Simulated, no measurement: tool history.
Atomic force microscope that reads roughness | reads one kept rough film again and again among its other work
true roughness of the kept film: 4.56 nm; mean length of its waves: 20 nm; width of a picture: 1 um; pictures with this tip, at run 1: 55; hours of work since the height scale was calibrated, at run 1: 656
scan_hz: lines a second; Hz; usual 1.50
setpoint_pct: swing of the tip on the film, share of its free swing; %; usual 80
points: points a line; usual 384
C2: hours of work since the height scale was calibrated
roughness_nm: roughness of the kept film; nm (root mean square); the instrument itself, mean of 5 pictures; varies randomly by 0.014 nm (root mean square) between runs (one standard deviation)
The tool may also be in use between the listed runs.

Run 1, hour 0.0: usual settings; pictures with this tip 55; C2 656. Result: roughness_nm 3.022 nm (root mean square).
Run 2, hour 27.0: usual settings; pictures with this tip 86; C2 670. Result: roughness_nm 2.922 nm (root mean square).
Run 3, hour 52.6: usual settings; pictures with this tip 114; C2 684. Result: roughness_nm 2.799 nm (root mean square).
At hour 60.5: new tip fitted.
Run 4, hour 71.3: usual settings but scan_hz 1.03 Hz; pictures with this tip 12; C2 693. Result: roughness_nm 3.307 nm (root mean square).
Run 5, hour 98.3: usual settings but scan_hz 1.03 Hz, points 399; pictures with this tip 42; C2 707. Result: roughness_nm 3.161 nm (root mean square).
Run 6, hour 115.3: usual settings but points 354; pictures with this tip 61; C2 716. Result: roughness_nm 2.975 nm (root mean square).
Run 7, hour 138.1: usual settings but points 354; pictures with this tip 87; C2 728. Result: roughness_nm 2.870 nm (root mean square).
Run 8, hour 166.7: usual settings but setpoint_pct 59 %, points 354; pictures with this tip 119; C2 743. Result: roughness_nm 2.979 nm (root mean square).
At hour 170.9: new tip fitted.
Run 9, hour 194.1: usual settings but setpoint_pct 59 %, points 354; pictures with this tip 26; C2 758. Result: roughness_nm 3.461 nm (root mean square).
Run 10, hour 214.8: usual settings but points 867; pictures with this tip 49; C2 768. Result: roughness_nm 3.133 nm (root mean square).
Run 11, hour 241.9: usual settings but points 867; pictures with this tip 80; C2 783. Result: roughness_nm 2.984 nm (root mean square).
Run 12, hour 271.9: usual settings; pictures with this tip 114; C2 799. Result: roughness_nm 2.845 nm (root mean square).
At hour 282.4: new tip fitted.
Run 13, hour 290.9: usual settings; pictures with this tip 9; C2 808. Result: roughness_nm 3.245 nm (root mean square).
Run 14, hour 320.6: usual settings but scan_hz 1.83 Hz; pictures with this tip 43; C2 824. Result: roughness_nm 3.043 nm (root mean square).
Run 15, hour 339.7: usual settings but scan_hz 1.83 Hz; pictures with this tip 64; C2 834. Result: roughness_nm 2.927 nm (root mean square).
Run 16, hour 355.6: usual settings but points 984; pictures with this tip 82; C2 842. Result: roughness_nm 2.969 nm (root mean square).
Run 17, hour 382.9: usual settings but setpoint_pct 85 %; pictures with this tip 113; C2 857. Result: roughness_nm 2.738 nm (root mean square).
At hour 393.4: new tip fitted.
Run 18, hour 404.2: usual settings but scan_hz 0.82 Hz; pictures with this tip 12; C2 868. Result: roughness_nm 3.413 nm (root mean square).
Run 19, hour 420.8: usual settings; pictures with this tip 31; C2 876. Result: roughness_nm 3.156 nm (root mean square).
Run 20, hour 450.7: usual settings but scan_hz 0.69 Hz, setpoint_pct 59 %, points 651; pictures with this tip 64; C2 892. Result: roughness_nm 3.360 nm (root mean square).
Run 21, hour 481.3: usual settings but scan_hz 0.80 Hz, setpoint_pct 82 %, points 680; pictures with this tip 98; C2 908. Result: roughness_nm 3.021 nm (root mean square).
Run 22, hour 500.8: usual settings but scan_hz 1.27 Hz, setpoint_pct 89 %, points 475; pictures with this tip 120; C2 919. Result: roughness_nm 2.709 nm (root mean square).
At hour 503.2: new tip fitted.
Run 23, hour 521.3: usual settings but scan_hz 1.27 Hz, setpoint_pct 89 %, points 475; pictures with this tip 20; C2 929. Result: roughness_nm 3.152 nm (root mean square).
Run 24, hour 546.1: usual settings but scan_hz 2.13 Hz, setpoint_pct 78 %, points 732; pictures with this tip 48; C2 942. Result: roughness_nm 3.026 nm (root mean square).
Run 25, hour 561.0: usual settings but scan_hz 1.23 Hz, setpoint_pct 88 %, points 815; pictures with this tip 64; C2 950. Result: roughness_nm 3.013 nm (root mean square).
Run 26, hour 582.6: usual settings but scan_hz 3.24 Hz, setpoint_pct 79 %, points 815; pictures with this tip 89; C2 961. Result: roughness_nm 2.661 nm (root mean square).
Run 27, hour 612.7: usual settings but scan_hz 3.24 Hz, setpoint_pct 79 %, points 815; pictures with this tip 122; C2 977. Result: roughness_nm 2.540 nm (root mean square).
At hour 614.9: new tip fitted.
Run 28, hour 632.6: usual settings but setpoint_pct 63 %; pictures with this tip 20; C2 988. Result: roughness_nm 3.448 nm (root mean square).
Run 29, hour 658.4: usual settings but setpoint_pct 63 %; pictures with this tip 49; C2 1001. Result: roughness_nm 3.306 nm (root mean square).
Run 30, hour 675.1: usual settings but scan_hz 1.24 Hz, setpoint_pct 75 %, points 352; pictures with this tip 68; C2 1010. Result: roughness_nm 3.132 nm (root mean square).
Run 31, hour 689.6: usual settings but scan_hz 0.71 Hz, setpoint_pct 55 %, points 587; pictures with this tip 84; C2 1018. Result: roughness_nm 3.300 nm (root mean square).
Run 32, hour 716.8: usual settings but scan_hz 0.94 Hz, points 284; pictures with this tip 115; C2 1032. Result: roughness_nm 2.906 nm (root mean square).
At hour 725.0: new tip fitted.
Run 33, hour 740.4: usual settings but scan_hz 0.94 Hz, points 284; pictures with this tip 18; C2 1044. Result: roughness_nm 3.311 nm (root mean square).
Run 34, hour 756.0: usual settings but scan_hz 0.94 Hz, setpoint_pct 67 %, points 822; pictures with this tip 35; C2 1052. Result: roughness_nm 3.398 nm (root mean square).
Run 35, hour 782.2: usual settings but scan_hz 1.31 Hz, setpoint_pct 67 %, points 505; pictures with this tip 65; C2 1066. Result: roughness_nm 3.213 nm (root mean square).
Run 36, hour 812.6: usual settings but scan_hz 1.31 Hz, setpoint_pct 67 %, points 505; pictures with this tip 99; C2 1082. Result: roughness_nm 3.054 nm (root mean square).
At hour 834.8: new tip fitted.
Run 37, hour 842.3: usual settings but scan_hz 2.02 Hz, points 617; pictures with this tip 9; C2 1098. Result: roughness_nm 3.167 nm (root mean square).
Run 38, hour 867.9: usual settings but scan_hz 0.93 Hz, setpoint_pct 74 %, points 617; pictures with this tip 37; C2 1111. Result: roughness_nm 3.336 nm (root mean square).

Forecast each of these 5 alternatives for the next run:
Run A, hour 884.6: usual settings but scan_hz 0.93 Hz, setpoint_pct 60 %, points 617; pictures with this tip 56; C2 1120. Result: roughness_nm ?.
Run B, hour 884.6: usual settings but scan_hz 0.93 Hz, setpoint_pct 58 %, points 620; pictures with this tip 56; C2 1120. Result: roughness_nm ?.
Run C, hour 884.6: usual settings but scan_hz 3.26 Hz, setpoint_pct 76 %, points 874; pictures with this tip 56; C2 1120. Result: roughness_nm ?.
Run D, hour 884.6: usual settings but scan_hz 2.25 Hz, setpoint_pct 56 %, points 315; pictures with this tip 56; C2 1120. Result: roughness_nm ?.
Run E, hour 884.6: usual settings but scan_hz 1.65 Hz, points 722; pictures with this tip 56; C2 1120. Result: roughness_nm ?.

run  roughness_nm
  A         3.342
  B         3.346
  C         2.858
  D         3.239
  E         3.058
Without the tool's unlogged condition, the same runs would have read:
run  roughness_nm
  A         3.606
  B         3.611
  C         3.082
  D         3.494
  E         3.299

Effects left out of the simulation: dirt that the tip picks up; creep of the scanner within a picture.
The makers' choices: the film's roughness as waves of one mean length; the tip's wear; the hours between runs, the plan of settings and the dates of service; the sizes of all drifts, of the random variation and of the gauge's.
